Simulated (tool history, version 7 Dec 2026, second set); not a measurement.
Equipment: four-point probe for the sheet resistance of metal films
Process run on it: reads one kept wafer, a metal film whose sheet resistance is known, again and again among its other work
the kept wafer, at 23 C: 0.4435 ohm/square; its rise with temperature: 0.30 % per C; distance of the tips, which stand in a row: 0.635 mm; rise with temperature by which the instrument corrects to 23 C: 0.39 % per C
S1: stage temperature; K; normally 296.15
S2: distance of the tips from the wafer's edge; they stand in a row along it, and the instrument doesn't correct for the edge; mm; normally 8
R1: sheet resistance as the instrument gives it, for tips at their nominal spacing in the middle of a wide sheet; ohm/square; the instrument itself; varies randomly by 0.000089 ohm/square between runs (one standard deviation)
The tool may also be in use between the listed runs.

run   hour      S1  S2        R1
  1      0  296.15   8  0.444068
  2   22.7  296.15   8  0.444104
  3   56.9  296.15   8  0.444243
  4   72.4  297.15   8  0.443786
  5   98.2  296.15   8   0.44423
  6  125.3  296.15   8  0.444029
  7    149  296.15   8  0.444225
  8  172.8  296.15   8  0.444203
  9  206.9  296.15   8  0.444231
 10  238.2  296.15   8  0.444271
 11    275  296.15   8  0.444239
 12  307.8  296.15   8  0.444351
 13  342.5  295.15   8  0.444734
 14  365.8  304.15   8  0.441329
 15  395.2  304.15   8  0.441281
 16  423.3  304.15   8   0.44128
 17    448  295.15   5  0.447027
 18  473.2  293.15   6  0.446644
 19  504.8  305.15   4  0.445416
 20  531.4  292.15  21  0.444847
 21  568.2  292.15  21  0.444766

Predict the results of run 22:
 22  597.7  298.15   6   ?

Run 22 came out at R1 0.444726 ohm/square.
The same run, on a tool lacking any hidden state, would have yielded R1 0.445255 ohm/square.
